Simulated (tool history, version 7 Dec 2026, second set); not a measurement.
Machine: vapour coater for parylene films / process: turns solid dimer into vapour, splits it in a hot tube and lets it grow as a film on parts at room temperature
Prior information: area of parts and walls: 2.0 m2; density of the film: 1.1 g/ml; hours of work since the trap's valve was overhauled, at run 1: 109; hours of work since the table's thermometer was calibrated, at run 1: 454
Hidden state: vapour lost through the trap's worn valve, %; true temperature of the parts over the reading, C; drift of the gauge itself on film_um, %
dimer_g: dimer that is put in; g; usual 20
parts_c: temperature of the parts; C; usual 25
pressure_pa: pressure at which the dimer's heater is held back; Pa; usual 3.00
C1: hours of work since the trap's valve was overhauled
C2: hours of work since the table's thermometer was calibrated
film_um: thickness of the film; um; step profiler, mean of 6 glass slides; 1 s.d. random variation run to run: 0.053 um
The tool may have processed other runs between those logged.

{"run": 1, "hour": 0.0, "dimer_g": 20, "parts_c": 25, "pressure_pa": 3.0, "C1": 109, "C2": 454, "film_um": 6.63}
{"run": 2, "hour": 20.2, "dimer_g": 20, "parts_c": 25, "pressure_pa": 3.0, "C1": 121, "C2": 466, "film_um": 6.6}
{"run": 3, "hour": 40.4, "dimer_g": 20, "parts_c": 25, "pressure_pa": 3.0, "C1": 134, "C2": 479, "film_um": 6.56}
{"run": 4, "hour": 62.9, "dimer_g": 20, "parts_c": 25, "pressure_pa": 3.0, "C1": 147, "C2": 493, "film_um": 6.52}
{"run": 5, "hour": 79.9, "dimer_g": 20, "parts_c": 25, "pressure_pa": 3.0, "C1": 158, "C2": 503, "film_um": 6.54}
{"run": 6, "hour": 100.4, "dimer_g": 20, "parts_c": 25, "pressure_pa": 5.87, "C1": 170, "C2": 516, "film_um": 5.81}
{"run": 7, "hour": 123.7, "dimer_g": 20, "parts_c": 25, "pressure_pa": 5.87, "C1": 185, "C2": 530, "film_um": 5.81}
{"run": 8, "hour": 145.6, "dimer_g": 20, "parts_c": 25, "pressure_pa": 2.15, "C1": 198, "C2": 543, "film_um": 6.86}
{"run": 9, "hour": 157.5, "dimer_g": 20, "parts_c": 25, "pressure_pa": 2.15, "C1": 205, "C2": 551, "film_um": 6.88}
{"run": 10, "hour": 180.2, "dimer_g": 20, "parts_c": 25, "pressure_pa": 2.15, "C1": 219, "C2": 565, "film_um": 6.89}
{"run": 11, "hour": 203.8, "dimer_g": 20, "parts_c": 25, "pressure_pa": 2.15, "C1": 234, "C2": 579, "film_um": 6.84}
{"run": 12, "hour": 213.7, "dimer_g": 20, "parts_c": 25, "pressure_pa": 2.29, "C1": 240, "C2": 585, "film_um": 6.86}
{"run": 13, "hour": 231.0, "dimer_g": 20, "parts_c": 25, "pressure_pa": 2.83, "C1": 250, "C2": 596, "film_um": 6.51}
{"run": 14, "hour": 252.4, "dimer_g": 19, "parts_c": 25, "pressure_pa": 3.0, "C1": 264, "C2": 609, "film_um": 6.04}
{"run": 15, "hour": 262.4, "dimer_g": 20, "parts_c": 25, "pressure_pa": 3.0, "C1": 270, "C2": 615, "film_um": 6.5}
{"run": 16, "hour": 275.1, "dimer_g": 20, "parts_c": 25, "pressure_pa": 3.0, "C1": 277, "C2": 623, "film_um": 6.37}
{"run": 17, "hour": 292.4, "dimer_g": 20, "parts_c": 25, "pressure_pa": 6.03, "C1": 288, "C2": 633, "film_um": 5.63}
{"run": 18, "hour": 303.3, "dimer_g": 20, "parts_c": 25, "pressure_pa": 6.03, "C1": 295, "C2": 640, "film_um": 5.7}
{"run": 19, "hour": 315.6, "dimer_g": 17, "parts_c": 25, "pressure_pa": 3.0, "C1": 302, "C2": 648, "film_um": 5.47}
{"run": 20, "hour": 332.8, "dimer_g": 17, "parts_c": 25, "pressure_pa": 3.0, "C1": 313, "C2": 658, "film_um": 5.41}
{"run": 21, "hour": 354.0, "dimer_g": 20, "parts_c": 37, "pressure_pa": 3.0, "C1": 326, "C2": 671, "film_um": 4.96}
{"run": 22, "hour": 368.2, "dimer_g": 20, "parts_c": 37, "pressure_pa": 3.0, "C1": 335, "C2": 680, "film_um": 4.93}
{"run": 23, "hour": 389.7, "dimer_g": 20, "parts_c": 37, "pressure_pa": 3.0, "C1": 348, "C2": 693, "film_um": 4.95}
{"run": 24, "hour": 401.3, "dimer_g": 20, "parts_c": 37, "pressure_pa": 3.0, "C1": 355, "C2": 700, "film_um": 4.94}
{"run": 25, "hour": 415.2, "dimer_g": 33, "parts_c": 21, "pressure_pa": 3.0, "C1": 363, "C2": 709, "film_um": 11.45}
{"run": 26, "hour": 438.1, "dimer_g": 33, "parts_c": 21, "pressure_pa": 3.0, "C1": 377, "C2": 723, "film_um": 11.15}
{"run": 27, "hour": 457.7, "dimer_g": 20, "parts_c": 32, "pressure_pa": 3.0, "C1": 389, "C2": 735, "film_um": 5.34}
{"run": 28, "hour": 480.2, "dimer_g": 12, "parts_c": 27, "pressure_pa": 3.0, "C1": 403, "C2": 749, "film_um": 3.63}
{"run": 29, "hour": 493.9, "dimer_g": 19, "parts_c": 18, "pressure_pa": 5.38, "C1": 412, "C2": 757, "film_um": 6.23}
{"run": 30, "hour": 505.8, "dimer_g": 35, "parts_c": 18, "pressure_pa": 5.38, "C1": 419, "C2": 764, "film_um": 11.3}
{"run": 31, "hour": 523.1, "dimer_g": 18, "parts_c": 18, "pressure_pa": 5.84, "C1": 430, "C2": 775, "film_um": 5.75}
{"run": 32, "hour": 541.7, "dimer_g": 18, "parts_c": 25, "pressure_pa": 4.07, "C1": 441, "C2": 786, "film_um": 5.29}
{"run": 33, "hour": 563.6, "dimer_g": 12, "parts_c": 20, "pressure_pa": 2.67, "C1": 454, "C2": 800, "film_um": 4.18}
{"run": 34, "hour": 576.2, "dimer_g": 23, "parts_c": 25, "pressure_pa": 5.12, "C1": 462, "C2": 808, "film_um": 6.41}
{"run": 35, "hour": 590.1, "dimer_g": 23, "parts_c": 25, "pressure_pa": 5.12, "C1": 471, "C2": 816, "film_um": 6.43}
{"run": 36, "hour": 613.7, "dimer_g": 15, "parts_c": 20, "pressure_pa": 5.12, "C1": 485, "C2": 831, "film_um": 4.6}
{"run": 37, "hour": 636.9, "dimer_g": 22, "parts_c": 22, "pressure_pa": 11.69, "C1": 499, "C2": 845, "film_um": 5.62}
{"run": 38, "hour": 654.2, "dimer_g": 22, "parts_c": 20, "pressure_pa": 9.03, "C1": 510, "C2": 855, "film_um": 6.14}
{"run": 39, "hour": 671.9, "dimer_g": 22, "parts_c": 20, "pressure_pa": 5.77, "C1": 521, "C2": 866, "film_um": 6.57}
{"run": 40, "hour": 689.3, "dimer_g": 15, "parts_c": 25, "pressure_pa": 3.0, "C1": 532, "C2": 877, "film_um": 4.58}
{"run": 41, "hour": 709.9, "dimer_g": 9, "parts_c": 20, "pressure_pa": 3.0, "C1": 544, "C2": 890, "film_um": 3.07}
{"run": 42, "hour": 725.0, "dimer_g": 9, "parts_c": 20, "pressure_pa": 3.0, "C1": 553, "C2": 899, "film_um": 3.02}
{"run": 43, "hour": 741.1, "dimer_g": 10, "parts_c": 25, "pressure_pa": 3.0, "C1": 563, "C2": 909, "film_um": 3.01}
{"run": 44, "hour": 758.5, "dimer_g": 10, "parts_c": 25, "pressure_pa": 3.0, "C1": 574, "C2": 919, "film_um": 3.0}
{"run": 45, "hour": 776.1, "dimer_g": 20, "parts_c": 27, "pressure_pa": 9.05, "C1": 585, "C2": 930, "film_um": 4.74}
{"run": 46, "hour": 786.9, "dimer_g": 20, "parts_c": 27, "pressure_pa": 9.05, "C1": 591, "C2": 937, "film_um": 4.67}
{"run": 47, "hour": 807.8, "dimer_g": 20, "parts_c": 27, "pressure_pa": 9.05, "C1": 604, "C2": 950, "film_um": 4.67}

Here are 4 independent what-if runs from the current tool condition. What would each one return?
{"run": "A", "hour": 829.0, "dimer_g": 20, "parts_c": 20, "pressure_pa": 4.36, "C1": 617, "C2": 963, "film_um": "?"}
{"run": "B", "hour": 829.0, "dimer_g": 20, "parts_c": 27, "pressure_pa": 3.53, "C1": 617, "C2": 963, "film_um": "?"}
{"run": "C", "hour": 829.0, "dimer_g": 14, "parts_c": 25, "pressure_pa": 6.76, "C1": 617, "C2": 963, "film_um": "?"}
{"run": "D", "hour": 829.0, "dimer_g": 17, "parts_c": 23, "pressure_pa": 9.05, "C1": 617, "C2": 963, "film_um": "?"}

run=A film_um=6.17
run=B film_um=5.57
run=C film_um=3.62
run=D film_um=4.28
Take away the tool's hidden state, keep each run's random variation, and the runs would have read:
run=A film_um=7.04
run=B film_um=6.35
run=C film_um=4.13
run=D film_um=4.88
